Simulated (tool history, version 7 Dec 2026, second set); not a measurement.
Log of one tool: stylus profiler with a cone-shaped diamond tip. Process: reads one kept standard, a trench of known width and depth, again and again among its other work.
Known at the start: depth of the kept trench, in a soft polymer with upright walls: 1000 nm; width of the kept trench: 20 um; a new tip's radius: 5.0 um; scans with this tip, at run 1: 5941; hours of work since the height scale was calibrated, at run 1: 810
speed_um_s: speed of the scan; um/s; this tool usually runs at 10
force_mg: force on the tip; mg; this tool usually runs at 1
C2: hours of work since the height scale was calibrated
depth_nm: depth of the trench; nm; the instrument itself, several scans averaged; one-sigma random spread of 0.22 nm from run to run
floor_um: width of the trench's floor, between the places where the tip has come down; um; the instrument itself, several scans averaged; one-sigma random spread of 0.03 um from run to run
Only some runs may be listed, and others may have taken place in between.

{"run": 1, "hour": 0.0, "speed_um_s": 10, "force_mg": 1, "scans with this tip": 5941, "C2": 810, "depth_nm": 1000.01, "floor_um": 12.19}
{"run": 2, "hour": 30.7, "speed_um_s": 10, "force_mg": 1, "scans with this tip": 6093, "C2": 830, "depth_nm": 1000.22, "floor_um": 12.2}
{"run": 3, "hour": 89.7, "speed_um_s": 10, "force_mg": 1, "scans with this tip": 6385, "C2": 870, "depth_nm": 999.91, "floor_um": 12.12}
{"run": 4, "hour": 118.5, "speed_um_s": 10, "force_mg": 1, "scans with this tip": 6528, "C2": 890, "depth_nm": 1000.23, "floor_um": 12.07}
{"hour": 155.7, "done": "height scale calibrated on a step standard"}
{"run": 5, "hour": 156.5, "speed_um_s": 10, "force_mg": 1, "scans with this tip": 6714, "C2": 1, "depth_nm": 1004.35, "floor_um": 12.07}
{"run": 6, "hour": 209.7, "speed_um_s": 10, "force_mg": 1, "scans with this tip": 6977, "C2": 36, "depth_nm": 1004.09, "floor_um": 11.96}
{"run": 7, "hour": 243.9, "speed_um_s": 9, "force_mg": 0.69, "scans with this tip": 7147, "C2": 60, "depth_nm": 1003.16, "floor_um": 11.91}
{"run": 8, "hour": 290.5, "speed_um_s": 6, "force_mg": 0.84, "scans with this tip": 7377, "C2": 91, "depth_nm": 1003.82, "floor_um": 11.94}
{"run": 9, "hour": 351.6, "speed_um_s": 7, "force_mg": 1.62, "scans with this tip": 7680, "C2": 132, "depth_nm": 1005.43, "floor_um": 11.88}
{"run": 10, "hour": 398.1, "speed_um_s": 7, "force_mg": 0.77, "scans with this tip": 7910, "C2": 164, "depth_nm": 1002.97, "floor_um": 11.73}
{"run": 11, "hour": 456.2, "speed_um_s": 6, "force_mg": 1.94, "scans with this tip": 8198, "C2": 203, "depth_nm": 1005.98, "floor_um": 11.75}
{"run": 12, "hour": 510.2, "speed_um_s": 8, "force_mg": 0.59, "scans with this tip": 8466, "C2": 239, "depth_nm": 1001.95, "floor_um": 11.61}

Consider 4 possible next runs. They are alternatives, not a sequence: every one starts from the tool as it was left by run 12. What does each give?
{"run": "A", "hour": 550.5, "speed_um_s": 19, "force_mg": 0.36, "scans with this tip": 8665, "C2": 267, "depth_nm": "?", "floor_um": "?"}
{"run": "B", "hour": 550.5, "speed_um_s": 27, "force_mg": 0.46, "scans with this tip": 8665, "C2": 267, "depth_nm": "?", "floor_um": "?"}
{"run": "C", "hour": 550.5, "speed_um_s": 30, "force_mg": 1, "scans with this tip": 8665, "C2": 267, "depth_nm": "?", "floor_um": "?"}
{"run": "D", "hour": 550.5, "speed_um_s": 10, "force_mg": 1.56, "scans with this tip": 8665, "C2": 267, "depth_nm": "?", "floor_um": "?"}

run=A depth_nm=1000.98 floor_um=11.44
run=B depth_nm=1001.22 floor_um=11.39
run=C depth_nm=1002.97 floor_um=11.45
run=D depth_nm=1004.81 floor_um=11.61
With no hidden state in the tool, these same runs would have given:
run=A depth_nm=1002.2 floor_um=13.73
run=B depth_nm=1002.43 floor_um=13.68
run=C depth_nm=1004.19 floor_um=13.74
run=D depth_nm=1006.03 floor_um=13.9
